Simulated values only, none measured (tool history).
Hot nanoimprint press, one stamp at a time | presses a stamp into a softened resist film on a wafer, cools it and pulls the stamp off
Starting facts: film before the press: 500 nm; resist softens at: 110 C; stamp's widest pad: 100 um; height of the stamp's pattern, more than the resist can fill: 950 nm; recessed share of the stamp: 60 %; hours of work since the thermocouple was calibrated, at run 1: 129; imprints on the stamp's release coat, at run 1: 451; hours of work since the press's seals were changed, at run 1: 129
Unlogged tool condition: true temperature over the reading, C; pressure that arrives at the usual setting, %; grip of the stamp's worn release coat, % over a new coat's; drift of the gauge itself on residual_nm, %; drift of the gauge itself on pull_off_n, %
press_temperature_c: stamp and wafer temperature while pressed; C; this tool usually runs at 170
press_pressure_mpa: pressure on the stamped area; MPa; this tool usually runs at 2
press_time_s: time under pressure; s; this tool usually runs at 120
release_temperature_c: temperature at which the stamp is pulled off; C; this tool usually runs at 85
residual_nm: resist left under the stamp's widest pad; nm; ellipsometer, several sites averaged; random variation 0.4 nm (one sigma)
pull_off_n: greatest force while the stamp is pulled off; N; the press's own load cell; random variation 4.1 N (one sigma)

run	hour	press_temperature_c	press_pressure_mpa	press_time_s	release_temperature_c	hours of work since the thermocouple was calibrated	imprints on the stamp's release coat	hours of work since the press's seals were changed	residual_nm	pull_off_n
1	0	170	2	120	85	129	451	129	277.8	224
2	10	170	2	120	85	136	497	136	278.1	234
3	30.1	170	2	120	85	151	590	151	277.5	245
4	50.6	170	2	120	77	167	685	167	277.6	285
5	67.3	170	2	226	85	179	762	179	220.1	249
6	79.3	170	2	120	88	188	817	188	277.4	235
7	94	170	2	120	88	200	885	200	276.9	255
8	106.7	170	2	120	88	209	944	209	277.2	245
# hour 122.8: stamp cleaned and given a new release coat
9	123	172	2	120	88	217	1	217	258.9	186
10	144.4	172	2	120	88	233	100	233	258.7	186
11	163.3	175	2	120	85	247	188	247	233.6	205
12	177.3	170	2	120	85	258	252	258	276.8	206
13	192.4	170	2	120	85	269	321	269	276.6	220
14	204.4	170	2	120	85	278	377	278	276.2	216
15	220.6	170	2	120	85	291	452	291	276	227
# hour 225.6: plate thermocouple calibrated
16	243.1	170	2	120	85	13	542	305	274.9	238
17	259.2	170	3.03	120	88	25	616	317	233.7	222
18	269.7	171	2.6	102	87	33	664	325	254.6	236
19	290.7	171	2.6	102	87	49	762	341	254.5	233
20	300.7	166	1.65	111	88	57	808	349	339.6	240
21	318.6	166	1.65	111	88	70	891	362	339.1	239
# hour 332.3: plate thermocouple calibrated, once more
22	332.7	172	1.65	208	76	0	941	371	230.9	312
# hour 348.2: stamp cleaned and given a new release coat
23	349.9	172	1.65	208	76	9	8	379	230.8	243
24	360.4	172	1.65	208	76	17	57	387	231.2	236
25	373.7	170	2.07	160	82	27	118	397	249.8	220

What does the tool deliver on the next run?
26	382.7	167	2.17	118	77	34	160	404	?	?

{"run 26": {"residual_nm": 301.5, "pull_off_n": 238}}
On a tool with no hidden condition, and with the same random variation, this run would have come out at residual_nm 299.4 nm, pull_off_n 225 N.
